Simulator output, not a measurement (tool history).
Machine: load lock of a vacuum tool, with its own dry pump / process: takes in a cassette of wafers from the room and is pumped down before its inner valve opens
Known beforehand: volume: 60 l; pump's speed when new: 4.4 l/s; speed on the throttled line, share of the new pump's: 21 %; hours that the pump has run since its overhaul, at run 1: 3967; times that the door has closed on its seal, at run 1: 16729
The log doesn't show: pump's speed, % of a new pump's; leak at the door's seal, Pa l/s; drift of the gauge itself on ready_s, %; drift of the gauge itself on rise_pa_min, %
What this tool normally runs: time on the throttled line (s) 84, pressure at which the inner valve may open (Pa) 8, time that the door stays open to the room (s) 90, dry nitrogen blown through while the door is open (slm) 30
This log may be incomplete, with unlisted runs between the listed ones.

run     day  time on the throttled line (s)  pressure at which the inner valve may open (Pa)  time that the door stays open to the room (s)  dry nitrogen blown through while the door is open (slm)  hours that the pump has run since its overhaul  times that the door has closed on its seal  incoming humidity of the room's air, %  time from the closed door until the inner valve may open (s)  rise of the pressure with all valves shut (Pa/min)
  1   0.000                              84                                                8                                             90                                                       30                                            3967                                       16729                                    47.4                                                         210.4                                               0.172
  2  14.167                              84                                                8                                             90                                                       30                                            4307                                       17214                                    46.8                                                         211.3                                               0.177
  3  25.412                              84                                                8                                             91                                                       30                                            4577                                       17599                                    43.1                                                         212.8                                               0.179
  4  38.579                              53                                                8                                             90                                                       30                                            4893                                       18050                                    45.6                                                         190.0                                               0.190
  5  46.000                              84                                                8                                             90                                                       30                                            5071                                       18304                                    44.5                                                         211.1                                               0.186
  6  59.546                              84                                                8                                             90                                                       30                                            5396                                       18768                                    45.8                                                         211.6                                               0.190
  7  74.292                              84                                                8                                             33                                                        6                                            5750                                       19272                                    48.2                                                         216.0                                               0.197
  8  81.696                              84                                                8                                             33                                                        5                                            5927                                       19526                                    46.8                                                         215.9                                               0.200
  9  92.817                              90                                                8                                             38                                                        5                                            6194                                       19907                                    44.6                                                         220.7                                               0.204
 10  99.946                              90                                                8                                            129                                                        5                                            6365                                       20151                                    48.9                                                         223.8                                               0.258

Forecast each of these 3 alternatives for the next run:
  A  109.829                              84                                                8                                             79                                                       30                                            6603                                       20489                                    45.0                                                             ?                                                   ?
  B  109.829                              92                                                8                                            129                                                        5                                            6603                                       20489                                    41.0                                                             ?                                                   ?
  C  109.829                              55                                                8                                            129                                                        5                                            6603                                       20489                                    45.6                                                             ?                                                   ?

run  time from the closed door until the inner valve may open (s)  rise of the pressure with all valves shut (Pa/min)
  A                                                         218.1                                               0.206
  B                                                         224.2                                               0.250
  C                                                         195.8                                               0.263
With no hidden state in the tool, these same runs would have given:
run  time from the closed door until the inner valve may open (s)  rise of the pressure with all valves shut (Pa/min)
  A                                                         196.3                                               0.042
  B                                                         202.7                                               0.086
  C                                                         172.9                                               0.101
